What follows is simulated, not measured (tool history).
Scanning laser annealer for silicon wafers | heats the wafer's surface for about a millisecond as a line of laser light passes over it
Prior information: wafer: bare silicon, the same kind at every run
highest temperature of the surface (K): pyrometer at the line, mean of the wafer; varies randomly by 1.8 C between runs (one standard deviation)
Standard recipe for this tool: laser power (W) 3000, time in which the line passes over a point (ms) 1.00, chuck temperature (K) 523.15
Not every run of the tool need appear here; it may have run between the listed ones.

run,hour,laser power (W),time in which the line passes over a point (ms),chuck temperature (K),highest temperature of the surface (K)
1,0.0,3000,1.00,523.15,1241.15
2,33.1,3000,1.00,523.15,1239.15
3,65.7,3000,1.00,523.15,1242.15
4,84.2,3000,1.00,523.15,1243.15
5,101.5,3000,1.00,523.15,1239.15
6,118.0,2876,1.00,523.15,1207.15
7,142.3,2876,0.77,523.15,1139.15
8,156.9,2876,0.77,523.15,1137.15
9,177.4,3000,0.77,523.15,1165.15
10,207.3,3000,0.77,523.15,1165.15
11,234.2,3000,0.77,523.15,1165.15
12,249.8,3000,1.00,523.15,1235.15
13,272.0,3000,1.00,523.15,1239.15
14,302.7,2945,1.00,523.15,1222.15
15,334.3,3000,1.00,493.15,1205.15
16,352.2,3000,1.00,493.15,1205.15
# hour 355.9: window over the wafer cleaned
17,382.3,3000,1.00,524.15,1231.15
18,408.4,3000,1.00,524.15,1233.15
19,426.4,3000,1.00,524.15,1226.15
20,454.7,3000,1.00,524.15,1228.15
21,480.0,2890,0.80,542.15,1164.15
# hour 500.3: window over the wafer cleaned, once more
22,500.5,2890,0.92,535.15,1209.15
23,531.4,3240,1.00,515.15,1301.15
24,561.3,3060,1.02,496.15,1240.15
25,593.0,2664,0.88,529.15,1131.15
26,615.6,2664,0.88,529.15,1131.15
27,640.8,3123,1.12,529.15,1317.15
28,672.1,3123,1.12,529.15,1320.15
29,694.1,3123,1.12,529.15,1315.15
30,709.8,3000,0.75,523.15,1160.15
31,725.0,2578,1.05,523.15,1152.15
32,759.3,3125,0.91,536.15,1257.15
33,775.1,3032,0.73,560.15,1195.15
34,789.6,2554,1.07,538.15,1159.15
35,819.8,2554,1.07,538.15,1161.15
36,842.7,2737,0.81,561.15,1155.15
37,872.5,2600,1.00,535.15,1152.15
38,899.8,3169,1.00,551.15,1304.15
39,925.0,3222,0.95,515.15,1269.15
40,955.3,3222,0.95,515.15,1268.15

5 ways to go on from here, each from the tool as it stands after run 40. What would each give?
A,979.5,3166,1.08,558.15,?
B,979.5,2921,0.71,523.15,?
C,979.5,3000,0.77,538.15,?
D,979.5,2718,0.72,515.15,?
E,979.5,2618,1.04,523.15,?

run,highest temperature of the surface (K)
A,1337.15
B,1121.15
C,1180.15
D,1075.15
E,1150.15
Had the tool no hidden state, the same runs would have come out as:
run,highest temperature of the surface (K)
A,1361.15
B,1139.15
C,1199.15
D,1092.15
E,1169.15
